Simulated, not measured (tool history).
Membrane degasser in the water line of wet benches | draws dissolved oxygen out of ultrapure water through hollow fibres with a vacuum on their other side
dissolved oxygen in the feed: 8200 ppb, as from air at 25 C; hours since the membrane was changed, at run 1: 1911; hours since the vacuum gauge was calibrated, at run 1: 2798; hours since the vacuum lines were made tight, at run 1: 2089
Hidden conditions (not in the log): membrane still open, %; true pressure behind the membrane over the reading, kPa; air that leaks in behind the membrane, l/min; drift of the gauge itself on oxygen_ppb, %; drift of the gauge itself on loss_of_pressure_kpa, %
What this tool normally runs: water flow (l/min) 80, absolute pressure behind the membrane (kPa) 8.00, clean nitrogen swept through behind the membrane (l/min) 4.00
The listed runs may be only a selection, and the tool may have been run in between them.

| run | hour | water flow (l/min) | absolute pressure behind the membrane (kPa) | clean nitrogen swept through behind the membrane (l/min) | hours since the membrane was changed | hours since the vacuum gauge was calibrated | hours since the vacuum lines were made tight | dissolved oxygen in the water behind the degasser (ppb) | pressure that the water loses in the fibres (kPa) |
|---|---|---|---|---|---|---|---|---|---|
| 1 | 0.0 | 80 | 8.00 | 4.00 | 1911 | 2798 | 2089 | 238.9 | 36.74 |
| 2 | 61.5 | 80 | 8.00 | 4.00 | 1973 | 2859 | 2150 | 240.1 | 36.61 |
| 3 | 116.1 | 80 | 8.00 | 4.00 | 2027 | 2914 | 2205 | 233.9 | 36.72 |
| 4 | 175.4 | 80 | 8.00 | 4.00 | 2087 | 2973 | 2264 | 246.5 | 36.60 |
| 5 | 227.4 | 80 | 8.00 | 4.00 | 2139 | 3025 | 2316 | 239.1 | 36.53 |
| 6 | 283.1 | 80 | 8.00 | 2.32 | 2194 | 3081 | 2372 | 370.9 | 36.33 |
| 7 | 317.4 | 80 | 8.00 | 2.32 | 2229 | 3115 | 2406 | 367.1 | 36.87 |
| 8 | 386.9 | 80 | 8.00 | 2.32 | 2298 | 3185 | 2476 | 366.7 | 37.12 |
| 9 | 441.0 | 80 | 8.00 | 2.32 | 2352 | 3239 | 2530 | 369.5 | 36.53 |
| 10 | 501.0 | 80 | 8.00 | 2.32 | 2412 | 3299 | 2590 | 370.2 | 37.04 |
| 11 | 565.1 | 80 | 8.00 | 4.00 | 2476 | 3363 | 2654 | 241.2 | 36.86 |
| 12 | 622.6 | 80 | 8.00 | 2.04 | 2534 | 3420 | 2712 | 408.6 | 37.06 |
| 13 | 653.1 | 80 | 8.00 | 2.04 | 2564 | 3451 | 2742 | 416.8 | 36.92 |
| 14 | 693.0 | 80 | 8.00 | 2.04 | 2604 | 3491 | 2782 | 408.5 | 36.93 |
| 15 | 759.3 | 80 | 8.00 | 2.04 | 2670 | 3557 | 2848 | 413.9 | 36.97 |
| 16 | 812.8 | 80 | 8.00 | 2.04 | 2724 | 3610 | 2902 | 419.4 | 36.75 |
| 17 | 876.3 | 124 | 8.00 | 4.00 | 2788 | 3674 | 2965 | 380.2 | 57.04 |
| 18 | 933.3 | 80 | 8.00 | 5.66 | 2845 | 3731 | 3022 | 185.0 | 37.03 |
| 19 | 972.1 | 122 | 14.84 | 5.83 | 2883 | 3770 | 3061 | 580.0 | 56.60 |
| 20 | 1034.4 | 58 | 12.79 | 2.53 | 2946 | 3832 | 3123 | 487.3 | 26.96 |
| 21 | 1107.0 | 79 | 12.79 | 7.04 | 3018 | 3905 | 3196 | 271.0 | 37.06 |
| 22 | 1176.9 | 113 | 8.00 | 1.71 | 3088 | 3975 | 3266 | 620.3 | 52.39 |
| 23 | 1206.7 | 113 | 5.22 | 1.71 | 3118 | 4004 | 3296 | 330.0 | 52.48 |
| 24 | 1273.2 | 80 | 6.88 | 4.63 | 3184 | 4071 | 3362 | 177.1 | 37.16 |
| 25 | 1320.4 | 80 | 6.88 | 4.63 | 3232 | 4118 | 3409 | 175.9 | 36.96 |
|  | 1371.6 | seals of the vacuum lines changed |
| 26 | 1371.6 | 98 | 8.00 | 4.00 | 3281 | 4167 | 0 | 305.2 | 45.68 |
| 27 | 1438.1 | 98 | 8.00 | 4.00 | 3347 | 4234 | 66 | 301.7 | 45.82 |
| 28 | 1483.1 | 125 | 8.00 | 1.81 | 3392 | 4279 | 111 | 666.8 | 58.42 |
| 29 | 1534.5 | 49 | 7.35 | 11.13 | 3444 | 4330 | 163 | 52.1 | 22.88 |
| 30 | 1592.5 | 72 | 15.14 | 1.88 | 3502 | 4388 | 221 | 890.6 | 33.84 |
| 31 | 1637.4 | 108 | 8.70 | 4.00 | 3547 | 4433 | 266 | 372.8 | 50.33 |
| 32 | 1707.6 | 108 | 7.55 | 7.25 | 3617 | 4503 | 336 | 201.7 | 50.59 |

Branching from run 32: 3 alternative next runs. What would each branch give?
| A | 1745.3 | 80 | 5.27 | 3.87 | 3655 | 4541 | 374 | ? | ? |
| B | 1745.3 | 78 | 8.40 | 4.00 | 3655 | 4541 | 374 | ? | ? |
| C | 1745.3 | 80 | 8.00 | 7.94 | 3655 | 4541 | 374 | ? | ? |

| run | dissolved oxygen in the water behind the degasser (ppb) | pressure that the water loses in the fibres (kPa) |
|---|---|---|
| A | 133.7 | 37.42 |
| B | 258.9 | 36.41 |
| C | 141.2 | 37.56 |
What these runs would have given with no unlogged condition in the tool:
| run | dissolved oxygen in the water behind the degasser (ppb) | pressure that the water loses in the fibres (kPa) |
|---|---|---|
| A | 104.8 | 35.92 |
| B | 232.0 | 34.95 |
| C | 124.4 | 36.06 |
